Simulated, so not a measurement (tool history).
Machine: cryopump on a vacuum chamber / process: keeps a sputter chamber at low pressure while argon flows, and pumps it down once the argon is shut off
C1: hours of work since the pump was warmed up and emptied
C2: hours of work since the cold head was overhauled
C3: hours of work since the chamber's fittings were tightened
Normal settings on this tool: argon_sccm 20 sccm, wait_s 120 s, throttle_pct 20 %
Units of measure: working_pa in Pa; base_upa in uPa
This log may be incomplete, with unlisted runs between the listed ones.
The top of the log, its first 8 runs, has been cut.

{"run": 9, "hour": 394.5, "argon_sccm": 20, "wait_s": 36, "throttle_pct": 20, "C1": 319, "C2": 1054, "C3": 159, "working_pa": 0.0734, "base_upa": 1.99}
{"run": 10, "hour": 429.6, "argon_sccm": 20, "wait_s": 120, "throttle_pct": 20, "C1": 340, "C2": 1074, "C3": 179, "working_pa": 0.073, "base_upa": 0.71}
{"run": 11, "hour": 488.4, "argon_sccm": 20, "wait_s": 120, "throttle_pct": 20, "C1": 374, "C2": 1109, "C3": 214, "working_pa": 0.0739, "base_upa": 0.74}
{"run": 12, "hour": 523.8, "argon_sccm": 20, "wait_s": 120, "throttle_pct": 20, "C1": 395, "C2": 1130, "C3": 235, "working_pa": 0.074, "base_upa": 0.8}
{"run": 13, "hour": 559.6, "argon_sccm": 20, "wait_s": 120, "throttle_pct": 20, "C1": 416, "C2": 1151, "C3": 256, "working_pa": 0.0742, "base_upa": 0.81}
{"run": 14, "hour": 615.0, "argon_sccm": 20, "wait_s": 120, "throttle_pct": 20, "C1": 449, "C2": 1184, "C3": 289, "working_pa": 0.0751, "base_upa": 0.84}
{"run": 15, "hour": 663.6, "argon_sccm": 20, "wait_s": 120, "throttle_pct": 20, "C1": 478, "C2": 1213, "C3": 318, "working_pa": 0.0749, "base_upa": 0.87}
{"run": 16, "hour": 698.4, "argon_sccm": 20, "wait_s": 120, "throttle_pct": 20, "C1": 499, "C2": 1234, "C3": 339, "working_pa": 0.0748, "base_upa": 0.87}
{"run": 17, "hour": 756.6, "argon_sccm": 20, "wait_s": 120, "throttle_pct": 20, "C1": 533, "C2": 1268, "C3": 373, "working_pa": 0.0753, "base_upa": 0.83}
{"run": 18, "hour": 804.1, "argon_sccm": 14, "wait_s": 162, "throttle_pct": 20, "C1": 561, "C2": 1296, "C3": 401, "working_pa": 0.0526, "base_upa": 0.79}
{"run": 19, "hour": 864.4, "argon_sccm": 14, "wait_s": 162, "throttle_pct": 20, "C1": 597, "C2": 1332, "C3": 437, "working_pa": 0.0528, "base_upa": 0.8}
{"run": 20, "hour": 908.6, "argon_sccm": 30, "wait_s": 251, "throttle_pct": 41, "C1": 623, "C2": 1358, "C3": 463, "working_pa": 0.0575, "base_upa": 0.62}
{"run": 21, "hour": 976.9, "argon_sccm": 26, "wait_s": 120, "throttle_pct": 24, "C1": 664, "C2": 1398, "C3": 503, "working_pa": 0.0836, "base_upa": 0.96}
{"run": 22, "hour": 1021.5, "argon_sccm": 26, "wait_s": 120, "throttle_pct": 24, "C1": 690, "C2": 1425, "C3": 530, "working_pa": 0.0832, "base_upa": 0.95}
{"hour": 1033.8, "done": "pump warmed up, emptied and cooled again"}
{"run": 23, "hour": 1080.4, "argon_sccm": 16, "wait_s": 120, "throttle_pct": 20, "C1": 28, "C2": 1457, "C3": 562, "working_pa": 0.0574, "base_upa": 0.92}
{"run": 24, "hour": 1145.8, "argon_sccm": 10, "wait_s": 247, "throttle_pct": 20, "C1": 66, "C2": 1495, "C3": 600, "working_pa": 0.0362, "base_upa": 0.65}
{"run": 25, "hour": 1178.5, "argon_sccm": 22, "wait_s": 31, "throttle_pct": 17, "C1": 86, "C2": 1515, "C3": 620, "working_pa": 0.0933, "base_upa": 2.38}
{"run": 26, "hour": 1232.8, "argon_sccm": 22, "wait_s": 31, "throttle_pct": 17, "C1": 118, "C2": 1547, "C3": 652, "working_pa": 0.095, "base_upa": 2.4}
{"run": 27, "hour": 1300.0, "argon_sccm": 24, "wait_s": 42, "throttle_pct": 17, "C1": 158, "C2": 1587, "C3": 692, "working_pa": 0.1032, "base_upa": 1.86}
{"run": 28, "hour": 1363.4, "argon_sccm": 19, "wait_s": 58, "throttle_pct": 25, "C1": 195, "C2": 1624, "C3": 729, "working_pa": 0.0561, "base_upa": 1.57}
{"run": 29, "hour": 1420.9, "argon_sccm": 16, "wait_s": 80, "throttle_pct": 24, "C1": 229, "C2": 1658, "C3": 763, "working_pa": 0.0485, "base_upa": 1.28}
{"run": 30, "hour": 1479.0, "argon_sccm": 20, "wait_s": 89, "throttle_pct": 20, "C1": 264, "C2": 1693, "C3": 798, "working_pa": 0.0737, "base_upa": 1.2}
{"run": 31, "hour": 1535.6, "argon_sccm": 20, "wait_s": 257, "throttle_pct": 47, "C1": 297, "C2": 1726, "C3": 831, "working_pa": 0.0323, "base_upa": 0.78}
{"run": 32, "hour": 1565.3, "argon_sccm": 20, "wait_s": 22, "throttle_pct": 47, "C1": 315, "C2": 1744, "C3": 849, "working_pa": 0.0324, "base_upa": 3.3}

5 ways to go on from here, each from the tool as it stands after run 32. What would each give?
{"run": "A", "hour": 1598.9, "argon_sccm": 17, "wait_s": 173, "throttle_pct": 22, "C1": 335, "C2": 1764, "C3": 869, "working_pa": "?", "base_upa": "?"}
{"run": "B", "hour": 1598.9, "argon_sccm": 21, "wait_s": 32, "throttle_pct": 20, "C1": 335, "C2": 1764, "C3": 869, "working_pa": "?", "base_upa": "?"}
{"run": "C", "hour": 1598.9, "argon_sccm": 20, "wait_s": 22, "throttle_pct": 15, "C1": 335, "C2": 1764, "C3": 869, "working_pa": "?", "base_upa": "?"}
{"run": "D", "hour": 1598.9, "argon_sccm": 8, "wait_s": 120, "throttle_pct": 50, "C1": 335, "C2": 1764, "C3": 869, "working_pa": "?", "base_upa": "?"}
{"run": "E", "hour": 1598.9, "argon_sccm": 18, "wait_s": 56, "throttle_pct": 21, "C1": 335, "C2": 1764, "C3": 869, "working_pa": "?", "base_upa": "?"}

run=A working_pa=0.0572 base_upa=0.93
run=B working_pa=0.0772 base_upa=2.51
run=C working_pa=0.0981 base_upa=3.37
run=D working_pa=0.0122 base_upa=1.1
run=E working_pa=0.0636 base_upa=1.7
The same runs, with their run-to-run variation unchanged, on a tool lacking any hidden condition would have given:
run=A working_pa=0.0555 base_upa=0.51
run=B working_pa=0.0751 base_upa=2.09
run=C working_pa=0.0961 base_upa=2.95
run=D working_pa=0.0114 base_upa=0.67
run=E working_pa=0.0618 base_upa=1.28
